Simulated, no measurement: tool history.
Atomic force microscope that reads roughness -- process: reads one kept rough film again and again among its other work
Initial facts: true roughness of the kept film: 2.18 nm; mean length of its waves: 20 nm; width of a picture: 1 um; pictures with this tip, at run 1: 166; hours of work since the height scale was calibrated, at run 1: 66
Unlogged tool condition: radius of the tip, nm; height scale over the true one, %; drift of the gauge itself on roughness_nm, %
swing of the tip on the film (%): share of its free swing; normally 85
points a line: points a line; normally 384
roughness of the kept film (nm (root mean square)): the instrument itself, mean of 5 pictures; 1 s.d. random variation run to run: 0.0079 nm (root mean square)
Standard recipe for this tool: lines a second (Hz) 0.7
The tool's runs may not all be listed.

run,hour,lines a second (Hz),swing of the tip on the film (%),points a line,pictures with this tip,hours of work since the height scale was calibrated,roughness of the kept film (nm (root mean square))
1,0,0.7,85,384,166,66,1.419
# hour 41.1: new tip fitted
2,49.4,0.7,74,384,17,94,1.729
3,74.4,0.7,85,705,68,109,1.563
4,110.5,0.7,85,705,142,130,1.442
5,161.1,0.7,85,384,245,160,1.268
# hour 163.7: new tip fitted
6,183,0.7,85,384,39,173,1.596
7,226.4,0.7,85,384,128,198,1.427
8,277.2,0.7,85,384,232,228,1.268
# hour 287.7: new tip fitted
9,304.8,0.7,85,384,35,244,1.626
10,325.8,0.7,85,384,78,256,1.536
11,355,0.7,85,384,138,273,1.427
12,400.6,0.7,85,384,231,300,1.298
# hour 410: new tip fitted
13,423.8,0.7,85,384,28,313,1.631
14,460.8,0.7,85,384,104,335,1.503
15,483.3,0.7,85,384,150,348,1.421
16,522.6,0.7,56,384,230,371,1.379
# hour 533: new tip fitted
17,564.5,0.7,56,384,65,396,1.658
18,604.9,0.7,56,384,147,419,1.516
19,630.7,0.7,56,384,200,435,1.428
# hour 657.7: new tip fitted
20,661.4,0.7,57,384,8,452,1.822
21,705.9,0.7,57,384,99,478,1.607
22,752.8,0.7,57,384,194,506,1.429
23,774.2,0.7,57,384,238,519,1.362
# hour 783.2: new tip fitted
24,820.9,0.7,57,384,76,546,1.651
25,857,0.7,57,384,150,567,1.508
26,900.1,3.74,84,455,238,592,0.949
# hour 908.1: new tip fitted
27,943.4,1.888,61,268,72,617,1.577
28,973.4,0.524,84,515,133,635,1.494
29,1008.5,0.524,84,515,205,656,1.387
# hour 1033: new tip fitted
30,1056.7,0.7,58,384,48,684,1.698
31,1100.6,0.7,58,384,138,709,1.525
32,1145,0.7,58,384,229,735,1.388
# hour 1157.9: new tip fitted
33,1194.2,2.787,67,260,74,764,1.458
34,1226.7,0.7,57,629,141,783,1.551
35,1253.9,1.215,72,384,196,799,1.363
# hour 1282: new tip fitted
36,1295.6,2.214,75,437,28,823,1.531
37,1335.9,1.584,78,384,110,847,1.415
38,1357.8,2.158,56,274,155,860,1.444
39,1388.1,2.158,56,274,217,878,1.349
# hour 1407.5: new tip fitted
40,1419.8,2.158,56,274,25,896,1.688
41,1445.3,0.924,79,656,77,911,1.556
42,1480.9,1.242,79,370,150,932,1.393
43,1513.4,1.242,79,370,217,951,1.278
# hour 1533.1: new tip fitted
44,1558.7,1.242,65,302,52,977,1.659
45,1608.5,1.242,65,302,154,1006,1.442
46,1643.1,1.242,65,302,225,1027,1.338
# hour 1655.5: new tip fitted
47,1688.7,1.242,65,302,68,1053,1.619
48,1729.5,0.809,80,302,151,1077,1.423
49,1753.6,0.809,80,302,200,1091,1.344

Results per run with the tool's hidden condition removed, run-to-run variation unchanged:
run,roughness of the kept film (nm (root mean square))
1,1.712
2,1.771
3,1.725
4,1.731
5,1.71
6,1.701
7,1.703
8,1.704
9,1.712
10,1.706
11,1.697
12,1.715
13,1.699
14,1.721
15,1.718
16,1.826
17,1.826
18,1.844
19,1.835
20,1.834
21,1.829
22,1.824
23,1.83
24,1.84
25,1.835
26,1.271
27,1.721
28,1.764
29,1.777
30,1.821
31,1.822
32,1.832
33,1.61
34,1.847
35,1.729
36,1.581
37,1.624
38,1.74
39,1.742
40,1.737
41,1.719
42,1.671
43,1.659
44,1.754
45,1.734
46,1.746
47,1.742
48,1.692
49,1.699

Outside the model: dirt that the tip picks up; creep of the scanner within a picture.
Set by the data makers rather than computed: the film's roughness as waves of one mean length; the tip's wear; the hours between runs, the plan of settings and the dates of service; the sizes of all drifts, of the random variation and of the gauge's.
